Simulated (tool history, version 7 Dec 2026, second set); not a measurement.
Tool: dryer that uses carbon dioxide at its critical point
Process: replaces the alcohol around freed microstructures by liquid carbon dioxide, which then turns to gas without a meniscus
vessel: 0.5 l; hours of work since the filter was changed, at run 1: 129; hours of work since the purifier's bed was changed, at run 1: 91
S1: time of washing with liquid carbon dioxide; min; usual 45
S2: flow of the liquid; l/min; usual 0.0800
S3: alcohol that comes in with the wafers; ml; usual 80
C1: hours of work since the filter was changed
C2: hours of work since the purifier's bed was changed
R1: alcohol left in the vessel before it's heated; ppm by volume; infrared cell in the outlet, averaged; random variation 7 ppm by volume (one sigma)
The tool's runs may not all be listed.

Run 1, hour 0.0: usual settings; C1 129; C2 91. Result: R1 445 ppm by volume.
Run 2, hour 14.6: usual settings; C1 135; C2 96. Result: R1 454 ppm by volume.
Run 3, hour 43.9: usual settings but S3 108 ml; C1 145; C2 107. Result: R1 596 ppm by volume.
Run 4, hour 60.2: usual settings; C1 151; C2 113. Result: R1 468 ppm by volume.
Run 5, hour 85.9: usual settings; C1 161; C2 123. Result: R1 473 ppm by volume.
Run 6, hour 103.4: usual settings; C1 167; C2 129. Result: R1 505 ppm by volume.
Run 7, hour 133.7: usual settings; C1 178; C2 140. Result: R1 479 ppm by volume.
Run 8, hour 165.9: usual settings; C1 190; C2 152. Result: R1 497 ppm by volume.
Run 9, hour 188.8: usual settings but S3 84 ml; C1 199; C2 160. Result: R1 533 ppm by volume.
Run 10, hour 210.2: usual settings; C1 207; C2 168. Result: R1 514 ppm by volume.
Run 11, hour 229.0: usual settings but S3 28 ml; C1 214; C2 175. Result: R1 209 ppm by volume.
Run 12, hour 247.1: usual settings but S2 0.1106 l/min; C1 220; C2 182. Result: R1 86 ppm by volume.
Run 13, hour 267.0: usual settings but S3 46 ml; C1 227; C2 189. Result: R1 328 ppm by volume.
Run 14, hour 294.7: usual settings but S3 46 ml; C1 238; C2 199. Result: R1 336 ppm by volume.
Run 15, hour 320.4: usual settings but S3 30 ml; C1 247; C2 209. Result: R1 232 ppm by volume.
Run 16, hour 340.3: usual settings but S3 30 ml; C1 254; C2 216. Result: R1 241 ppm by volume.
Run 17, hour 360.1: usual settings but S3 25 ml; C1 262; C2 224. Result: R1 211 ppm by volume.
Run 18, hour 382.2: usual settings but S3 22 ml; C1 270; C2 232. Result: R1 199 ppm by volume.
At hour 403.7: inlet filter changed.
Run 19, hour 412.0: usual settings but S1 31 min, S3 104 ml; C1 3; C2 242. Result: R1 2953 ppm by volume.
Run 20, hour 439.3: usual settings but S1 54 min; C1 13; C2 252. Result: R1 163 ppm by volume.
Run 21, hour 455.6: usual settings but S1 30 min; C1 19; C2 258. Result: R1 2701 ppm by volume.
Run 22, hour 484.1: usual settings but S2 0.0859 l/min, S3 45 ml; C1 30; C2 269. Result: R1 177 ppm by volume.
Run 23, hour 520.2: usual settings but S1 30 min, S2 0.0665 l/min, S3 24 ml; C1 43; C2 282. Result: R1 1742 ppm by volume.
Run 24, hour 542.7: usual settings but S1 66 min, S2 0.0665 l/min, S3 29 ml; C1 51; C2 290. Result: R1 103 ppm by volume.
Run 25, hour 568.4: usual settings but S1 37 min, S2 0.0701 l/min, S3 29 ml; C1 61; C2 300. Result: R1 794 ppm by volume.
Run 26, hour 599.8: usual settings but S1 37 min, S2 0.0701 l/min, S3 29 ml; C1 72; C2 311. Result: R1 813 ppm by volume.
Run 27, hour 625.5: usual settings but S1 71 min, S2 0.0650 l/min, S3 67 ml; C1 82; C2 321. Result: R1 136 ppm by volume.
Run 28, hour 653.0: usual settings but S1 56 min, S2 0.0727 l/min, S3 27 ml; C1 92; C2 331. Result: R1 131 ppm by volume.
Run 29, hour 688.3: usual settings but S1 50 min, S3 53 ml; C1 105; C2 344. Result: R1 201 ppm by volume.
Run 30, hour 716.0: usual settings but S1 50 min, S2 0.1076 l/min, S3 33 ml; C1 115; C2 354. Result: R1 82 ppm by volume.
Run 31, hour 742.2: usual settings but S1 42 min, S2 0.1268 l/min; C1 125; C2 364. Result: R1 100 ppm by volume.
Run 32, hour 776.1: usual settings but S2 0.0838 l/min, S3 77 ml; C1 137; C2 376. Result: R1 372 ppm by volume.
Run 33, hour 802.9: usual settings but S2 0.0838 l/min, S3 77 ml; C1 147; C2 386. Result: R1 396 ppm by volume.
Run 34, hour 825.8: usual settings but S2 0.0838 l/min, S3 77 ml; C1 155; C2 395. Result: R1 378 ppm by volume.
Run 35, hour 855.3: usual settings but S1 28 min, S3 65 ml; C1 166; C2 406. Result: R1 3298 ppm by volume.
Run 36, hour 886.0: usual settings but S1 43 min, S2 0.0562 l/min, S3 47 ml; C1 178; C2 417. Result: R1 2004 ppm by volume.

4 ways to go on from here, each from the tool as it stands after run 36. What would each give?
Run A, hour 902.3: usual settings but S1 28 min, S2 0.1171 l/min, S3 21 ml; C1 184; C2 423. Result: R1 ?.
Run B, hour 902.3: usual settings but S1 36 min, S2 0.0506 l/min, S3 61 ml; C1 184; C2 423. Result: R1 ?.
Run C, hour 902.3: usual settings but S1 60 min, S2 0.0538 l/min, S3 23 ml; C1 184; C2 423. Result: R1 ?.
Run D, hour 902.3: usual settings but S1 44 min, S2 0.0804 l/min; C1 184; C2 423. Result: R1 ?.

run    R1
  A   286
  B  6722
  C   348
  D   592
Without the tool's hidden state the same runs would have given:
run    R1
  A   150
  B  5675
  C   198
  D   371
